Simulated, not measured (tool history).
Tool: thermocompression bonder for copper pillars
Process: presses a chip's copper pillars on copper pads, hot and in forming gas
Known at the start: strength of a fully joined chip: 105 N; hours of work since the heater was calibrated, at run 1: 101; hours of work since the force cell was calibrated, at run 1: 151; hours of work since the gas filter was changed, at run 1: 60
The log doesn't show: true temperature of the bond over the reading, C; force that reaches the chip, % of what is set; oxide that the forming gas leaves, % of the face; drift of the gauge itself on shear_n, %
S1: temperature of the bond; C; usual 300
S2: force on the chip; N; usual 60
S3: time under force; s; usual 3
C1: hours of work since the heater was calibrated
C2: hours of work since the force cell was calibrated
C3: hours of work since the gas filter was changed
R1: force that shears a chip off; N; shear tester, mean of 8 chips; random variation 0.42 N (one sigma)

run	day	S1	S2	S3	C1	C2	C3	R1
1	0	300	60	3	101	151	60	54.3
2	0.567	300	60	3	110	160	69	54.4
3	1.512	300	60	3	125	175	84	54
4	2.496	300	60	3	140	191	100	54.6
# day 2.625: forming gas filter changed
5	3.588	300	60	3	157	207	15	55
6	4.317	300	70	3	168	219	27	59.4
7	4.925	300	70	3	178	228	36	59.8
8	5.967	300	70	3	194	245	53	60.3
9	7.025	300	60	3	211	261	69	54.9
10	7.921	300	60	3	225	276	83	54.4
11	8.95	300	60	6	241	292	99	67.1
# day 9.133: forming gas filter changed
12	9.467	300	60	6	249	300	5	67.3
13	10.05	298	60	6	258	309	14	66.2
14	11.017	300	60	9	273	324	30	75.5
15	12.004	300	60	3	289	340	45	54.2
16	12.746	300	60	3	301	351	57	54.3
17	13.362	300	60	3	310	361	66	54.4
18	13.917	300	60	3	319	370	75	54.4
19	14.7	319	60	3	331	382	87	65.3
20	15.25	319	60	3	340	391	96	65.7
# day 15.596: forming gas filter changed
21	16.217	319	37	3	355	405	10	50.7
22	17.246	300	57	8	371	422	26	71.6
23	17.704	300	57	8	378	429	33	71.1
24	18.229	300	57	8	387	437	41	70.8
25	18.771	308	54	2	395	446	50	48.4
26	19.392	300	37	3	405	455	60	40.2
27	19.954	300	37	3	414	464	69	40.8
28	20.971	300	62	4	430	480	84	61.5
29	21.571	300	62	4	439	490	94	61.3
# day 22.075: forming gas filter changed
30	22.679	300	62	4	456	507	10	60.5
31	23.25	285	75	3	465	516	18	53.3
32	24.292	285	75	3	482	532	35	52.3
33	24.996	319	63	3	493	543	46	67.6
34	25.971	292	42	3	508	558	61	40.1
# day 26.362: heater calibrated with a thermocouple chip
35	26.912	300	60	5	9	572	75	63.4
36	27.438	307	60	3	17	580	83	58.1
37	28.104	300	47	2	27	591	94	39.6
# day 28.683: forming gas filter changed
38	28.9	307	55	3	40	603	3	56.4
39	29.371	320	61	2	47	610	11	58.8

Forecast each of these 4 alternatives for the next run:
A	30.45	300	60	4	64	627	28	?
B	30.45	300	66	3	64	627	28	?
C	30.45	329	61	2	64	627	28	?
D	30.45	300	39	8	64	627	28	?

run	R1
A	59.9
B	57.4
C	63.6
D	59.3
Without the tool's hidden state the same runs would have given:
run	R1
A	59.9
B	57.4
C	63.6
D	59.3

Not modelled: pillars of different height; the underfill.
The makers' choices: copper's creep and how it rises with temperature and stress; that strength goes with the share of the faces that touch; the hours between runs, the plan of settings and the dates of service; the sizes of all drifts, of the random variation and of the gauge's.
